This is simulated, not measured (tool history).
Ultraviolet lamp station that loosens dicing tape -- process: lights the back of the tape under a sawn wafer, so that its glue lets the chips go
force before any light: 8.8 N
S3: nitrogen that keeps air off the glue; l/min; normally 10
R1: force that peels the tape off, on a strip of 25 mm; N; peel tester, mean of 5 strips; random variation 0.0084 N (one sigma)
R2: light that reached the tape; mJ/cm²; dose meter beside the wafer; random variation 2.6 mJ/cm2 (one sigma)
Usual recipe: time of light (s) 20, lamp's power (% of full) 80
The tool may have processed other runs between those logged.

{"run": 1, "hour": 0.0, "time of light (s)": 20, "lamp's power (% of full)": 80, "S3": 10, "R1": 0.562, "R2": 277}
{"run": 2, "hour": 15.4, "time of light (s)": 35, "lamp's power (% of full)": 80, "S3": 10, "R1": 0.195, "R2": 478}
{"run": 3, "hour": 31.1, "time of light (s)": 35, "lamp's power (% of full)": 80, "S3": 10, "R1": 0.194, "R2": 479}
{"run": 4, "hour": 65.7, "time of light (s)": 20, "lamp's power (% of full)": 80, "S3": 10, "R1": 0.569, "R2": 266}
{"run": 5, "hour": 85.0, "time of light (s)": 20, "lamp's power (% of full)": 80, "S3": 10, "R1": 0.552, "R2": 270}
{"run": 6, "hour": 100.8, "time of light (s)": 20, "lamp's power (% of full)": 80, "S3": 10, "R1": 0.575, "R2": 263}
{"run": 7, "hour": 115.8, "time of light (s)": 37, "lamp's power (% of full)": 80, "S3": 10, "R1": 0.199, "R2": 488}
{"run": 8, "hour": 149.3, "time of light (s)": 37, "lamp's power (% of full)": 80, "S3": 10, "R1": 0.192, "R2": 483}
{"run": 9, "hour": 184.0, "time of light (s)": 37, "lamp's power (% of full)": 80, "S3": 10, "R1": 0.192, "R2": 482}
{"run": 10, "hour": 205.3, "time of light (s)": 37, "lamp's power (% of full)": 80, "S3": 10, "R1": 0.193, "R2": 480}

Run 11 has not been measured yet. What should we expect?
{"run": 11, "hour": 226.0, "time of light (s)": 10, "lamp's power (% of full)": 76, "S3": 12, "R1": "?", "R2": "?"}

R1: 2.104 N
R2: 118 mJ/cm²
Were there no unlogged condition in the tool, this run, its random variation unchanged, would have produced R1 1.373 N, R2 157 mJ/cm².
